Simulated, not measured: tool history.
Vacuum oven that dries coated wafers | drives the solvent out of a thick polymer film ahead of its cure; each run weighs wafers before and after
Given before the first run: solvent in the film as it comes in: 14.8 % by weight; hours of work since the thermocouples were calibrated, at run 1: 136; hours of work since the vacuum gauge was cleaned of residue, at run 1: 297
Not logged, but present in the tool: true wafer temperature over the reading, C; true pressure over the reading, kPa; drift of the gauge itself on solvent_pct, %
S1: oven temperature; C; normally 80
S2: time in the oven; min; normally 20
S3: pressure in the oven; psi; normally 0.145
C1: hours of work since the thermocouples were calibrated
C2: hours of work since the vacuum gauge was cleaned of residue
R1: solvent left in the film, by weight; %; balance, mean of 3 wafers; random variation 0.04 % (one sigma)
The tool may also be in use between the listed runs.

run	day	S1	S2	S3	C1	C2	R1
1	0	80	20	0.145	136	297	0.82
2	1.588	70	20	0.145	153	313	2.27
3	3.208	80	20	0.206	169	330	0.97
4	5.792	80	20	0.293	196	356	1.24
5	7.988	80	20	0.293	218	379	1.25
6	10.429	80	20	0.145	243	404	0.85
7	12.25	80	20	0.368	262	422	1.46
8	14.562	76	20	0.09	286	446	1.18
9	16.125	76	20	0.09	301	462	1.17
10	18.567	90	20	0.191	326	487	0.38
11	21.288	69	13	0.119	354	515	4.13
12	23.383	69	19	0.119	376	536	2.63

Forecast each of these 4 alternatives for the next run:
A	25.604	75	20	0.088	398	559	?
B	25.604	83	20	0.218	398	559	?
C	25.604	79	22	0.119	398	559	?
D	25.604	69	35	0.119	398	559	?

run	R1
A	1.26
B	0.75
C	0.71
D	1.05
With the hidden condition removed and each run's random variation left untouched, the same runs would have given:
run	R1
A	1.25
B	0.75
C	0.71
D	1.04
